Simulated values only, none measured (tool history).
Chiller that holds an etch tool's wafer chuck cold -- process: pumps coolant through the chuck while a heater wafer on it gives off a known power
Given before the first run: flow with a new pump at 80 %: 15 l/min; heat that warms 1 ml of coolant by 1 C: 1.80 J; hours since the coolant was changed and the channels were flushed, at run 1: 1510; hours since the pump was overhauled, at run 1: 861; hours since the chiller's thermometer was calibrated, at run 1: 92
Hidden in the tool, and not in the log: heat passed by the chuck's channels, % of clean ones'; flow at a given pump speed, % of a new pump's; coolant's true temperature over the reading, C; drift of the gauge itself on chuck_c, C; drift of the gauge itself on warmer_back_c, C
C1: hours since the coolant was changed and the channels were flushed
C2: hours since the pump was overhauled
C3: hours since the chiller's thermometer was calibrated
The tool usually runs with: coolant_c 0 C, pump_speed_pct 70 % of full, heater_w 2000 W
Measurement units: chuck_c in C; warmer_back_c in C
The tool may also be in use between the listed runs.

{"run": 1, "hour": 0.0, "coolant_c": 0, "pump_speed_pct": 70, "heater_w": 2000, "C1": 1510, "C2": 861, "C3": 92, "chuck_c": 20.3, "warmer_back_c": 5.32}
{"run": 2, "hour": 36.7, "coolant_c": 0, "pump_speed_pct": 70, "heater_w": 1083, "C1": 1547, "C2": 898, "C3": 129, "chuck_c": 11.1, "warmer_back_c": 2.9}
{"run": 3, "hour": 64.8, "coolant_c": 0, "pump_speed_pct": 70, "heater_w": 1083, "C1": 1575, "C2": 926, "C3": 157, "chuck_c": 11.2, "warmer_back_c": 2.88}
{"run": 4, "hour": 108.1, "coolant_c": -3, "pump_speed_pct": 70, "heater_w": 2000, "C1": 1618, "C2": 969, "C3": 200, "chuck_c": 17.5, "warmer_back_c": 5.39}
{"run": 5, "hour": 137.5, "coolant_c": -3, "pump_speed_pct": 70, "heater_w": 2000, "C1": 1648, "C2": 998, "C3": 229, "chuck_c": 17.5, "warmer_back_c": 5.35}
{"run": 6, "hour": 172.0, "coolant_c": -3, "pump_speed_pct": 70, "heater_w": 2000, "C1": 1682, "C2": 1033, "C3": 264, "chuck_c": 17.6, "warmer_back_c": 5.39}
{"run": 7, "hour": 209.8, "coolant_c": 0, "pump_speed_pct": 70, "heater_w": 2000, "C1": 1720, "C2": 1071, "C3": 302, "chuck_c": 20.7, "warmer_back_c": 5.4}
{"run": 8, "hour": 241.9, "coolant_c": 0, "pump_speed_pct": 70, "heater_w": 2000, "C1": 1752, "C2": 1103, "C3": 334, "chuck_c": 20.8, "warmer_back_c": 5.45}
{"run": 9, "hour": 278.8, "coolant_c": 0, "pump_speed_pct": 70, "heater_w": 2000, "C1": 1789, "C2": 1140, "C3": 371, "chuck_c": 20.8, "warmer_back_c": 5.47}
{"hour": 282.3, "done": "chiller's thermometer calibrated"}
{"run": 10, "hour": 325.8, "coolant_c": 0, "pump_speed_pct": 70, "heater_w": 2000, "C1": 1835, "C2": 1186, "C3": 44, "chuck_c": 21, "warmer_back_c": 5.44}
{"hour": 355.6, "done": "chiller's thermometer calibrated, once more"}
{"run": 11, "hour": 374.5, "coolant_c": 0, "pump_speed_pct": 70, "heater_w": 2000, "C1": 1883, "C2": 1234, "C3": 19, "chuck_c": 20.8, "warmer_back_c": 5.42}
{"run": 12, "hour": 412.5, "coolant_c": 0, "pump_speed_pct": 70, "heater_w": 2000, "C1": 1921, "C2": 1271, "C3": 57, "chuck_c": 21, "warmer_back_c": 5.42}
{"run": 13, "hour": 439.2, "coolant_c": 0, "pump_speed_pct": 70, "heater_w": 1444, "C1": 1948, "C2": 1298, "C3": 84, "chuck_c": 15.3, "warmer_back_c": 3.88}
{"run": 14, "hour": 468.2, "coolant_c": 0, "pump_speed_pct": 70, "heater_w": 1167, "C1": 1977, "C2": 1327, "C3": 113, "chuck_c": 12.4, "warmer_back_c": 3.17}
{"run": 15, "hour": 496.2, "coolant_c": 0, "pump_speed_pct": 70, "heater_w": 1167, "C1": 2004, "C2": 1355, "C3": 141, "chuck_c": 12.5, "warmer_back_c": 3.15}
{"run": 16, "hour": 535.8, "coolant_c": 0, "pump_speed_pct": 70, "heater_w": 1167, "C1": 2044, "C2": 1395, "C3": 180, "chuck_c": 12.6, "warmer_back_c": 3.23}
{"run": 17, "hour": 575.8, "coolant_c": 5, "pump_speed_pct": 73, "heater_w": 1607, "C1": 2084, "C2": 1435, "C3": 220, "chuck_c": 21.5, "warmer_back_c": 4.19}
{"run": 18, "hour": 605.4, "coolant_c": -6, "pump_speed_pct": 89, "heater_w": 2542, "C1": 2114, "C2": 1464, "C3": 250, "chuck_c": 15.8, "warmer_back_c": 5.3}
{"run": 19, "hour": 643.5, "coolant_c": -6, "pump_speed_pct": 77, "heater_w": 2965, "C1": 2152, "C2": 1502, "C3": 288, "chuck_c": 22.8, "warmer_back_c": 7.23}
{"run": 20, "hour": 685.5, "coolant_c": -6, "pump_speed_pct": 77, "heater_w": 2965, "C1": 2194, "C2": 1545, "C3": 330, "chuck_c": 23, "warmer_back_c": 7.23}

Run 21 is up next; what results do you expect?
{"run": 21, "hour": 707.2, "coolant_c": -6, "pump_speed_pct": 77, "heater_w": 2965, "C1": 2216, "C2": 1566, "C3": 352, "chuck_c": "?", "warmer_back_c": "?"}

chuck_c: 23.6 C
warmer_back_c: 7.29 C
Take away the tool's hidden state, keep the run-to-run variation as it was, and the same run would have given chuck_c 19.1 C, warmer_back_c 6.88 C.
